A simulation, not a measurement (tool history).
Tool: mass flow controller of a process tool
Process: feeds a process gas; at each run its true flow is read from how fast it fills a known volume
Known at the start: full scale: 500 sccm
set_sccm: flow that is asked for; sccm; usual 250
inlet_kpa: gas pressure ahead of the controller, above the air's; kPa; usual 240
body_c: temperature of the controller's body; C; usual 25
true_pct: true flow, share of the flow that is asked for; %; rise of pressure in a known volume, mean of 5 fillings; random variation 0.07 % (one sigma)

{"run": 1, "hour": 0.0, "set_sccm": 250, "inlet_kpa": 240, "body_c": 25, "true_pct": 98.49}
{"run": 2, "hour": 80.0, "set_sccm": 250, "inlet_kpa": 240, "body_c": 25, "true_pct": 98.72}
{"run": 3, "hour": 192.8, "set_sccm": 250, "inlet_kpa": 240, "body_c": 25, "true_pct": 98.75}
{"run": 4, "hour": 253.2, "set_sccm": 250, "inlet_kpa": 196, "body_c": 25, "true_pct": 98.45}
{"run": 5, "hour": 370.2, "set_sccm": 250, "inlet_kpa": 196, "body_c": 25, "true_pct": 98.59}
{"run": 6, "hour": 450.7, "set_sccm": 250, "inlet_kpa": 196, "body_c": 25, "true_pct": 98.71}
{"run": 7, "hour": 545.8, "set_sccm": 250, "inlet_kpa": 196, "body_c": 25, "true_pct": 98.82}
{"run": 8, "hour": 638.9, "set_sccm": 250, "inlet_kpa": 196, "body_c": 25, "true_pct": 98.96}
{"run": 9, "hour": 753.7, "set_sccm": 250, "inlet_kpa": 240, "body_c": 23, "true_pct": 99.37}
{"run": 10, "hour": 859.2, "set_sccm": 250, "inlet_kpa": 240, "body_c": 23, "true_pct": 99.24}
{"run": 11, "hour": 933.5, "set_sccm": 250, "inlet_kpa": 240, "body_c": 23, "true_pct": 99.3}
{"run": 12, "hour": 1030.1, "set_sccm": 250, "inlet_kpa": 240, "body_c": 23, "true_pct": 99.35}
{"run": 13, "hour": 1110.1, "set_sccm": 250, "inlet_kpa": 240, "body_c": 23, "true_pct": 99.55}
{"run": 14, "hour": 1215.8, "set_sccm": 144, "inlet_kpa": 240, "body_c": 23, "true_pct": 98.9}
{"run": 15, "hour": 1272.2, "set_sccm": 144, "inlet_kpa": 240, "body_c": 23, "true_pct": 98.96}
{"run": 16, "hour": 1343.6, "set_sccm": 144, "inlet_kpa": 240, "body_c": 23, "true_pct": 99.19}
{"run": 17, "hour": 1443.4, "set_sccm": 205, "inlet_kpa": 240, "body_c": 25, "true_pct": 99.49}
{"run": 18, "hour": 1507.4, "set_sccm": 458, "inlet_kpa": 240, "body_c": 25, "true_pct": 101.18}
{"run": 19, "hour": 1602.8, "set_sccm": 458, "inlet_kpa": 240, "body_c": 25, "true_pct": 101.35}
{"run": 20, "hour": 1705.0, "set_sccm": 250, "inlet_kpa": 145, "body_c": 25, "true_pct": 99.61}
{"run": 21, "hour": 1776.7, "set_sccm": 250, "inlet_kpa": 240, "body_c": 25, "true_pct": 100.08}
{"run": 22, "hour": 1888.8, "set_sccm": 88, "inlet_kpa": 240, "body_c": 25, "true_pct": 99.15}
{"run": 23, "hour": 1993.2, "set_sccm": 250, "inlet_kpa": 240, "body_c": 25, "true_pct": 100.28}
{"run": 24, "hour": 2060.5, "set_sccm": 250, "inlet_kpa": 240, "body_c": 25, "true_pct": 100.35}
{"run": 25, "hour": 2142.4, "set_sccm": 123, "inlet_kpa": 188, "body_c": 33, "true_pct": 99.06}
{"run": 26, "hour": 2204.6, "set_sccm": 123, "inlet_kpa": 188, "body_c": 33, "true_pct": 99.19}
{"run": 27, "hour": 2271.1, "set_sccm": 82, "inlet_kpa": 229, "body_c": 34, "true_pct": 98.99}
{"run": 28, "hour": 2360.9, "set_sccm": 222, "inlet_kpa": 229, "body_c": 27, "true_pct": 100.34}
{"run": 29, "hour": 2442.2, "set_sccm": 222, "inlet_kpa": 229, "body_c": 27, "true_pct": 100.47}
{"run": 30, "hour": 2495.3, "set_sccm": 114, "inlet_kpa": 240, "body_c": 35, "true_pct": 99.53}
{"run": 31, "hour": 2551.1, "set_sccm": 352, "inlet_kpa": 159, "body_c": 27, "true_pct": 101.0}
{"run": 32, "hour": 2609.4, "set_sccm": 475, "inlet_kpa": 188, "body_c": 34, "true_pct": 101.87}
{"run": 33, "hour": 2676.5, "set_sccm": 250, "inlet_kpa": 146, "body_c": 36, "true_pct": 99.99}
{"run": 34, "hour": 2779.5, "set_sccm": 250, "inlet_kpa": 279, "body_c": 29, "true_pct": 101.1}
{"run": 35, "hour": 2846.1, "set_sccm": 250, "inlet_kpa": 188, "body_c": 36, "true_pct": 100.32}

The next listed run, before its measurement:
{"run": 36, "hour": 2951.1, "set_sccm": 250, "inlet_kpa": 188, "body_c": 36, "true_pct": "?"}

{"run 36": {"true_pct": 100.49}}
Without the tool's hidden state the same run would have given true_pct 97.90 %.
